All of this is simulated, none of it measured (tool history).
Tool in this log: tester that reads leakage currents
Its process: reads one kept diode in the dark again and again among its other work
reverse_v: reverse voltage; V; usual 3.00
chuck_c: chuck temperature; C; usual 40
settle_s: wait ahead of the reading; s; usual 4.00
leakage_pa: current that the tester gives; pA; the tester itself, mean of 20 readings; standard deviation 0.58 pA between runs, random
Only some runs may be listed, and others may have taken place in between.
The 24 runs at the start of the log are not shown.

| run | hour | reverse_v | chuck_c | settle_s | hours of work since the probe card was cleaned | hours of work since the tester was calibrated | hours of work since the chuck was calibrated | leakage_pa |
|---|---|---|---|---|---|---|---|---|
| 25 | 2033.3 | 2.99 | 47 | 4.00 | 546 | 2941 | 1192 | 336.25 |
| 26 | 2094.5 | 19.47 | 42 | 4.04 | 581 | 2976 | 1227 | 627.89 |
| 27 | 2182.1 | 19.47 | 42 | 4.04 | 631 | 3025 | 1277 | 633.82 |
| 28 | 2254.7 | 19.47 | 22 | 4.04 | 672 | 3067 | 1318 | 149.35 |
| 29 | 2330.2 | 19.47 | 22 | 4.04 | 715 | 3110 | 1361 | 150.07 |
| 30 | 2446.3 | 1.21 | 40 | 1.36 | 781 | 3176 | 1427 | 132.15 |
| 31 | 2508.5 | 9.46 | 40 | 4.00 | 816 | 3211 | 1463 | 384.98 |
| 32 | 2580.4 | 9.46 | 36 | 4.53 | 857 | 3252 | 1504 | 290.96 |
| 33 | 2676.5 | 3.00 | 27 | 4.00 | 912 | 3307 | 1558 | 82.40 |
| 34 | 2767.6 | 3.69 | 24 | 4.00 | 964 | 3359 | 1610 | 73.66 |
| 35 | 2859.3 | 3.24 | 40 | 3.83 | 1016 | 3411 | 1662 | 222.96 |
| 36 | 2965.8 | 2.90 | 37 | 0.78 | 1077 | 3471 | 1723 | 171.52 |
| 37 | 3055.3 | 2.90 | 37 | 0.78 | 1128 | 3522 | 1774 | 173.14 |
| 38 | 3109.8 | 2.90 | 37 | 0.78 | 1159 | 3553 | 1805 | 173.22 |

Each row is a separate what-if for the run after 38, all from the same tool condition, not one after another. Results?
| A | 3216.7 | 1.45 | 40 | 1.37 | 1219 | 3614 | 1866 | ? |
| B | 3216.7 | 1.19 | 41 | 0.41 | 1219 | 3614 | 1866 | ? |
| C | 3216.7 | 2.90 | 52 | 8.61 | 1219 | 3614 | 1866 | ? |

| run | leakage_pa |
|---|---|
| A | 149.16 |
| B | 144.94 |
| C | 479.56 |
The same runs, with their run-to-run variation unchanged, on a tool lacking any hidden condition would have given:
| run | leakage_pa |
|---|---|
| A | 131.61 |
| B | 128.15 |
| C | 427.62 |
